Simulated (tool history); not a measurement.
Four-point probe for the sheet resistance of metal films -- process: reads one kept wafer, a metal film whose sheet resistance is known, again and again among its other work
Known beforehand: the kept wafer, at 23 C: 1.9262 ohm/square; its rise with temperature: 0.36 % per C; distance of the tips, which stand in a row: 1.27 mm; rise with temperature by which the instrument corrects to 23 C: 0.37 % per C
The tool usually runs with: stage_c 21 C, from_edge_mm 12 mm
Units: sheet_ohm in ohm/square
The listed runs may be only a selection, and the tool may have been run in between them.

{"run": 1, "hour": 0.0, "stage_c": 21, "from_edge_mm": 12, "sheet_ohm": 1.920407}
{"run": 2, "hour": 26.4, "stage_c": 21, "from_edge_mm": 12, "sheet_ohm": 1.920728}
{"run": 3, "hour": 45.3, "stage_c": 21, "from_edge_mm": 12, "sheet_ohm": 1.920441}
{"run": 4, "hour": 60.9, "stage_c": 21, "from_edge_mm": 12, "sheet_ohm": 1.920764}
{"run": 5, "hour": 77.6, "stage_c": 21, "from_edge_mm": 12, "sheet_ohm": 1.919442}
{"run": 6, "hour": 104.5, "stage_c": 29, "from_edge_mm": 12, "sheet_ohm": 1.917314}
{"run": 7, "hour": 125.2, "stage_c": 29, "from_edge_mm": 12, "sheet_ohm": 1.917156}
{"run": 8, "hour": 154.0, "stage_c": 24, "from_edge_mm": 3, "sheet_ohm": 2.073576}
{"hour": 157.0, "done": "stage's thermometer calibrated"}
{"run": 9, "hour": 176.2, "stage_c": 24, "from_edge_mm": 3, "sheet_ohm": 2.072969}
{"run": 10, "hour": 200.1, "stage_c": 19, "from_edge_mm": 3, "sheet_ohm": 2.073522}

Predict the results of run 11:
{"run": 11, "hour": 225.8, "stage_c": 19, "from_edge_mm": 12, "sheet_ohm": "?"}

{"run 11": {"sheet_ohm": 1.918703}}
Had the tool carried no hidden state, the very same run would have given sheet_ohm 1.939028 ohm/square.

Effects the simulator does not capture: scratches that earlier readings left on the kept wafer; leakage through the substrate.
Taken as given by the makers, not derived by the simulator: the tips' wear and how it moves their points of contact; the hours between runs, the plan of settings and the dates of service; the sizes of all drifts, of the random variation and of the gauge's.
